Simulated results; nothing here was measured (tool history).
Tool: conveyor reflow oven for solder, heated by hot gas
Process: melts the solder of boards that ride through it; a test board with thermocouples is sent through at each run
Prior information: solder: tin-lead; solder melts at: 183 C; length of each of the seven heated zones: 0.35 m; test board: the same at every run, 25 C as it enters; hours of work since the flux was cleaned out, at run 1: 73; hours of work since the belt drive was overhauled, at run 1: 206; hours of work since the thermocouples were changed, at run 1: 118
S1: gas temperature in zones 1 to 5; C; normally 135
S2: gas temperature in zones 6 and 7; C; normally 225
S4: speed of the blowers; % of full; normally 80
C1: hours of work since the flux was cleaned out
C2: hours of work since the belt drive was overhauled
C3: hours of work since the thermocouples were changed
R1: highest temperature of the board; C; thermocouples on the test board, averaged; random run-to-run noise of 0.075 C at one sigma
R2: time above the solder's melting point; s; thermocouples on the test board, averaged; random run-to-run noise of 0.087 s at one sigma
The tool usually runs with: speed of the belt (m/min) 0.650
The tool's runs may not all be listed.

run 1 day=0.000 | S1=135 S2=225 speed_of_the_belt_(m/min)=0.650 S4=80 | C1=73 C2=206 C3=118 | R1=212.06 R2=44.77
run 2 day=0.200 | S1=135 S2=225 speed_of_the_belt_(m/min)=0.650 S4=80 | C1=76 C2=208 C3=120 | R1=212.26 R2=44.98
run 3 day=0.562 | S1=135 S2=225 speed_of_the_belt_(m/min)=0.650 S4=80 | C1=80 C2=213 C3=124 | R1=212.16 R2=44.83
run 4 day=0.858 | S1=135 S2=225 speed_of_the_belt_(m/min)=0.650 S4=80 | C1=83 C2=216 C3=128 | R1=212.17 R2=44.91
run 5 day=1.146 | S1=135 S2=225 speed_of_the_belt_(m/min)=0.650 S4=80 | C1=86 C2=219 C3=131 | R1=212.13 R2=44.81
run 6 day=1.400 | S1=135 S2=225 speed_of_the_belt_(m/min)=0.650 S4=80 | C1=89 C2=222 C3=134 | R1=212.12 R2=44.74
run 7 day=1.671 | S1=135 S2=225 speed_of_the_belt_(m/min)=0.650 S4=80 | C1=92 C2=225 C3=137 | R1=212.13 R2=44.73
run 8 day=1.954 | S1=135 S2=225 speed_of_the_belt_(m/min)=0.650 S4=80 | C1=96 C2=228 C3=140 | R1=211.96 R2=44.80
run 9 day=2.304 | S1=135 S2=225 speed_of_the_belt_(m/min)=0.650 S4=80 | C1=100 C2=232 C3=144 | R1=212.09 R2=44.78
run 10 day=2.650 | S1=135 S2=225 speed_of_the_belt_(m/min)=0.650 S4=80 | C1=104 C2=236 C3=148 | R1=212.03 R2=44.64
run 11 day=2.908 | S1=135 S2=225 speed_of_the_belt_(m/min)=0.650 S4=80 | C1=107 C2=239 C3=151 | R1=212.01 R2=44.72
run 12 day=3.192 | S1=135 S2=225 speed_of_the_belt_(m/min)=0.650 S4=80 | C1=110 C2=243 C3=154 | R1=212.06 R2=44.63
run 13 day=3.425 | S1=135 S2=225 speed_of_the_belt_(m/min)=0.629 S4=80 | C1=112 C2=245 C3=157 | R1=212.85 R2=47.09
-- day=3.621 belt drive overhauled, speed set with a stopwatch
run 14 day=3.788 | S1=135 S2=225 speed_of_the_belt_(m/min)=0.741 S4=80 | C1=115 C2=2 C3=159 | R1=208.01 R2=35.75
run 15 day=4.100 | S1=135 S2=225 speed_of_the_belt_(m/min)=0.741 S4=80 | C1=118 C2=5 C3=163 | R1=207.97 R2=35.77
run 16 day=4.329 | S1=135 S2=225 speed_of_the_belt_(m/min)=0.741 S4=80 | C1=121 C2=8 C3=165 | R1=208.13 R2=35.83
run 17 day=4.496 | S1=135 S2=225 speed_of_the_belt_(m/min)=0.741 S4=80 | C1=123 C2=10 C3=167 | R1=208.13 R2=35.68
run 18 day=4.817 | S1=126 S2=237 speed_of_the_belt_(m/min)=0.650 S4=77 | C1=126 C2=14 C3=171 | R1=220.07 R2=47.73
run 19 day=4.996 | S1=126 S2=237 speed_of_the_belt_(m/min)=0.650 S4=77 | C1=128 C2=16 C3=173 | R1=220.19 R2=47.64
-- day=5.183 belt drive overhauled, speed set with a stopwatch, once more
run 20 day=5.392 | S1=121 S2=225 speed_of_the_belt_(m/min)=0.650 S4=85 | C1=131 C2=2 C3=176 | R1=210.60 R2=40.03
run 21 day=5.646 | S1=135 S2=221 speed_of_the_belt_(m/min)=0.599 S4=51 | C1=134 C2=5 C3=178 | R1=201.49 R2=35.75
run 22 day=5.975 | S1=135 S2=221 speed_of_the_belt_(m/min)=0.599 S4=51 | C1=138 C2=9 C3=182 | R1=201.40 R2=35.81
run 23 day=6.217 | S1=135 S2=236 speed_of_the_belt_(m/min)=0.626 S4=67 | C1=141 C2=12 C3=185 | R1=218.46 R2=49.96
run 24 day=6.421 | S1=141 S2=217 speed_of_the_belt_(m/min)=0.521 S4=80 | C1=143 C2=14 C3=187 | R1=210.18 R2=58.61
run 25 day=6.758 | S1=141 S2=217 speed_of_the_belt_(m/min)=0.667 S4=80 | C1=147 C2=18 C3=191 | R1=204.94 R2=39.21
run 26 day=7.008 | S1=138 S2=222 speed_of_the_belt_(m/min)=0.621 S4=56 | C1=150 C2=21 C3=194 | R1=203.58 R2=38.25
run 27 day=7.417 | S1=129 S2=222 speed_of_the_belt_(m/min)=0.621 S4=56 | C1=154 C2=25 C3=199 | R1=201.64 R2=33.15
run 28 day=7.604 | S1=136 S2=230 speed_of_the_belt_(m/min)=0.757 S4=61 | C1=156 C2=28 C3=201 | R1=204.27 R2=30.18
run 29 day=7.908 | S1=135 S2=225 speed_of_the_belt_(m/min)=0.644 S4=80 | C1=160 C2=31 C3=204 | R1=211.58 R2=44.54
run 30 day=8.096 | S1=135 S2=225 speed_of_the_belt_(m/min)=0.644 S4=80 | C1=162 C2=33 C3=206 | R1=211.58 R2=44.50
run 31 day=8.267 | S1=129 S2=222 speed_of_the_belt_(m/min)=0.644 S4=68 | C1=164 C2=35 C3=208 | R1=204.68 R2=35.93
run 32 day=8.588 | S1=127 S2=224 speed_of_the_belt_(m/min)=0.547 S4=89 | C1=168 C2=39 C3=212 | R1=215.60 R2=55.10

Describe how what the log doesn't record of the tool's condition differs between the last listed run preceding each entry between runs and the first listed run following it.
Run 13 -> run 14: belt drive overhauled, speed set with a stopwatch (day 3.621)
  heat that the gas passes to the board, % of a clean oven's: 94.7 -> 94.6; belt's true speed, % of the reading: 99.32 -> 98.97
  the result without the hidden state subtracted from the measured one, R1: -0.41 -> -0.58 C; R2: -0.32 -> -0.37 s
Run 19 -> run 20: belt drive overhauled, speed set with a stopwatch, once more (day 5.183)
  heat that the gas passes to the board, % of a clean oven's: 94.1 -> 94; belt's true speed, % of the reading: 98.93 -> 99.97; true gas temperature in zones 6 and 7 over the reading, C: 0.81 -> 0.82
  the result without the hidden state subtracted from the measured one, R1: -0.70 -> -1.03 C; R2: -0.14 -> -1.30 s

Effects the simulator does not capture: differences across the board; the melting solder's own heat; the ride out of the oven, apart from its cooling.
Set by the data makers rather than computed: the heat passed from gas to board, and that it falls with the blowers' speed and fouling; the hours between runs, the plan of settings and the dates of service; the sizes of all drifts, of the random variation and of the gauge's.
